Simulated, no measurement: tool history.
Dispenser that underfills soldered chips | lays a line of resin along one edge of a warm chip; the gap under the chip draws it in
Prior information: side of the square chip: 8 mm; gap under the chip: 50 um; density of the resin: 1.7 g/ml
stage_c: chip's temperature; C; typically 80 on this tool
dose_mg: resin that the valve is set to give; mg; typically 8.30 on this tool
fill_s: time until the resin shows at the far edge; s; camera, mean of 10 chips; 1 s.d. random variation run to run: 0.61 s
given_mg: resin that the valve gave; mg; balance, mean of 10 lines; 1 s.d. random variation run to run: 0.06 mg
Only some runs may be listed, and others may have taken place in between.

run 1 hour=0.0 | stage_c=80 dose_mg=8.30 | fill_s=54.3 given_mg=7.80
run 2 hour=4.7 | stage_c=80 dose_mg=8.30 | fill_s=61.5 given_mg=7.87
run 3 hour=9.8 | stage_c=80 dose_mg=8.30 | fill_s=68.8 given_mg=7.75
run 4 hour=13.1 | stage_c=79 dose_mg=8.30 | fill_s=57.5 given_mg=7.81
run 5 hour=19.0 | stage_c=72 dose_mg=8.30 | fill_s=95.4 given_mg=7.72
run 6 hour=26.7 | stage_c=72 dose_mg=8.30 | fill_s=85.6 given_mg=7.63
run 7 hour=30.5 | stage_c=72 dose_mg=8.30 | fill_s=95.9 given_mg=7.73
run 8 hour=33.7 | stage_c=72 dose_mg=8.30 | fill_s=102.5 given_mg=7.76
run 9 hour=38.8 | stage_c=72 dose_mg=8.30 | fill_s=116.2 given_mg=7.75
run 10 hour=44.8 | stage_c=72 dose_mg=8.30 | fill_s=96.4 given_mg=7.72
run 11 hour=51.9 | stage_c=68 dose_mg=8.30 | fill_s=145.9 given_mg=7.71
run 12 hour=55.7 | stage_c=68 dose_mg=8.30 | fill_s=110.7 given_mg=7.64
run 13 hour=60.5 | stage_c=68 dose_mg=8.30 | fill_s=123.3 given_mg=7.49
run 14 hour=64.5 | stage_c=68 dose_mg=8.30 | fill_s=137.9 given_mg=7.72
run 15 hour=67.9 | stage_c=80 dose_mg=8.30 | fill_s=56.7 given_mg=7.60
run 16 hour=73.6 | stage_c=80 dose_mg=8.30 | fill_s=65.5 given_mg=7.60
run 17 hour=79.3 | stage_c=80 dose_mg=8.30 | fill_s=75.7 given_mg=7.65
run 18 hour=84.7 | stage_c=80 dose_mg=8.30 | fill_s=62.7 given_mg=7.60
run 19 hour=88.0 | stage_c=91 dose_mg=7.64 | fill_s=41.1 given_mg=6.97
run 20 hour=94.1 | stage_c=91 dose_mg=9.69 | fill_s=32.0 given_mg=8.85
run 21 hour=99.8 | stage_c=95 dose_mg=9.14 | fill_s=31.0 given_mg=8.20
run 22 hour=106.0 | stage_c=66 dose_mg=8.29 | fill_s=158.3 given_mg=8.44
run 23 hour=110.1 | stage_c=85 dose_mg=8.30 | fill_s=45.9 given_mg=8.37
run 24 hour=113.8 | stage_c=88 dose_mg=8.33 | fill_s=42.3 given_mg=8.20
run 25 hour=119.4 | stage_c=88 dose_mg=8.33 | fill_s=48.5 given_mg=8.30
run 26 hour=126.9 | stage_c=70 dose_mg=7.26 | fill_s=112.0 given_mg=7.23
run 27 hour=132.7 | stage_c=70 dose_mg=7.26 | fill_s=126.1 given_mg=7.13
run 28 hour=138.2 | stage_c=75 dose_mg=10.54 | fill_s=76.9 given_mg=10.48
run 29 hour=142.9 | stage_c=88 dose_mg=8.30 | fill_s=45.5 given_mg=8.15
run 30 hour=146.6 | stage_c=92 dose_mg=8.30 | fill_s=40.1 given_mg=8.06
run 31 hour=152.9 | stage_c=92 dose_mg=8.30 | fill_s=33.4 given_mg=8.20
run 32 hour=156.6 | stage_c=66 dose_mg=8.30 | fill_s=143.5 given_mg=8.20
run 33 hour=161.4 | stage_c=69 dose_mg=8.89 | fill_s=136.3 given_mg=8.70
run 34 hour=167.6 | stage_c=88 dose_mg=7.77 | fill_s=42.7 given_mg=7.53
run 35 hour=170.6 | stage_c=88 dose_mg=7.77 | fill_s=45.9 given_mg=7.46

The log once held 13 entries between its listed runs, left out of this copy. Where does each go, and what is different about the tool's unlogged condition between the listed run before it and the listed run after it?
After run 3, before run 4: new syringe of resin (hour 12.9)
  resin's viscosity, % of fresh resin's: 126.3 -> 99.3; dose that the valve gives, % of what is set: 94.06 -> 93.94; true chip temperature over the reading, C: -0.21 -> -0.22
  difference, measured minus the result without the unlogged condition, fill_s: +15.4 -> +0.8 s; given_mg: -0.50 -> -0.51 mg
After run 5, before run 6: new syringe of resin (hour 26.3)
  resin's viscosity, % of fresh resin's: 114.9 -> 102.7; dose that the valve gives, % of what is set: 93.68 -> 93.36; true chip temperature over the reading, C: -0.24 -> -0.26
  difference, measured minus the result without the unlogged condition, fill_s: +14.3 -> +4.4 s; given_mg: -0.52 -> -0.55 mg
After run 9, before run 10: new syringe of resin (hour 39.7)
  resin's viscosity, % of fresh resin's: 138.7 -> 114.6; dose that the valve gives, % of what is set: 92.84 -> 92.58; true chip temperature over the reading, C: -0.31 -> -0.33
  difference, measured minus the result without the unlogged condition, fill_s: +34.9 -> +14.9 s; given_mg: -0.59 -> -0.62 mg
After run 11, before run 12: new syringe of resin (hour 53.2)
  resin's viscosity, % of fresh resin's: 136.7 -> 104.7; dose that the valve gives, % of what is set: 92.25 -> 92.1; true chip temperature over the reading, C: -0.36 -> -0.37
  difference, measured minus the result without the unlogged condition, fill_s: +42.7 -> +8.6 s; given_mg: -0.64 -> -0.66 mg
After run 14, before run 15: new syringe of resin (hour 66.7)
  resin's viscosity, % of fresh resin's: 129.9 -> 102.3; dose that the valve gives, % of what is set: 91.7 -> 91.55; true chip temperature over the reading, C: -0.4 -> -0.41
  difference, measured minus the result without the unlogged condition, fill_s: +35.8 -> +3.3 s; given_mg: -0.69 -> -0.70 mg
After run 17, before run 18: new syringe of resin (hour 80.1)
  resin's viscosity, % of fresh resin's: 135.8 -> 112.3; dose that the valve gives, % of what is set: 91 -> 90.8; true chip temperature over the reading, C: -0.45 -> -0.47
  difference, measured minus the result without the unlogged condition, fill_s: +22.3 -> +9.2 s; given_mg: -0.75 -> -0.77 mg
After run 19, before run 20: new syringe of resin (hour 93.4)
  resin's viscosity, % of fresh resin's: 122 -> 102.7; dose that the valve gives, % of what is set: 90.66 -> 90.39; true chip temperature over the reading, C: -0.48 -> -0.5
  difference, measured minus the result without the unlogged condition, fill_s: +8.9 -> +1.8 s; given_mg: -0.71 -> -0.93 mg
After run 21, before run 22: dispensing valve cleaned and set on the balance (hour 106.0)
  resin's viscosity, % of fresh resin's: 118.4 -> 134.7; dose that the valve gives, % of what is set: 90.13 -> 100.09; true chip temperature over the reading, C: -0.52 -> -0.54
  difference, measured minus the result without the unlogged condition, fill_s: +5.8 -> +44.2 s; given_mg: -0.90 -> +0.01 mg
After run 22, before run 23: new syringe of resin (hour 108.0)
  resin's viscosity, % of fresh resin's: 134.7 -> 106.4; dose that the valve gives, % of what is set: 100.09 -> 99.93; true chip temperature over the reading, C: -0.54 -> -0.55
  difference, measured minus the result without the unlogged condition, fill_s: +44.2 -> +4.0 s; given_mg: +0.01 -> +0.00 mg
After run 25, before run 26: new syringe of resin (hour 121.8)
  resin's viscosity, % of fresh resin's: 134.1 -> 113; dose that the valve gives, % of what is set: 99.51 -> 99.18; true chip temperature over the reading, C: -0.58 -> -0.61
  difference, measured minus the result without the unlogged condition, fill_s: +13.5 -> +16.2 s; given_mg: -0.04 -> -0.06 mg
After run 27, before run 28: new syringe of resin (hour 135.5)
  resin's viscosity, % of fresh resin's: 130.3 -> 108.2; dose that the valve gives, % of what is set: 98.92 -> 98.69; true chip temperature over the reading, C: -0.63 -> -0.64
  difference, measured minus the result without the unlogged condition, fill_s: +33.1 -> +8.2 s; given_mg: -0.07 -> -0.14 mg
After run 30, before run 31: new syringe of resin (hour 149.1)
  resin's viscosity, % of fresh resin's: 133.2 -> 109; dose that the valve gives, % of what is set: 98.29 -> 98.05; true chip temperature over the reading, C: -0.67 -> -0.7
  difference, measured minus the result without the unlogged condition, fill_s: +11.2 -> +3.8 s; given_mg: -0.14 -> -0.17 mg
After run 33, before run 34: new syringe of resin (hour 162.5)
  resin's viscosity, % of fresh resin's: 134.5 -> 113.4; dose that the valve gives, % of what is set: 97.67 -> 97.41; true chip temperature over the reading, C: -0.73 -> -0.75
  difference, measured minus the result without the unlogged condition, fill_s: +39.1 -> +6.6 s; given_mg: -0.21 -> -0.20 mg
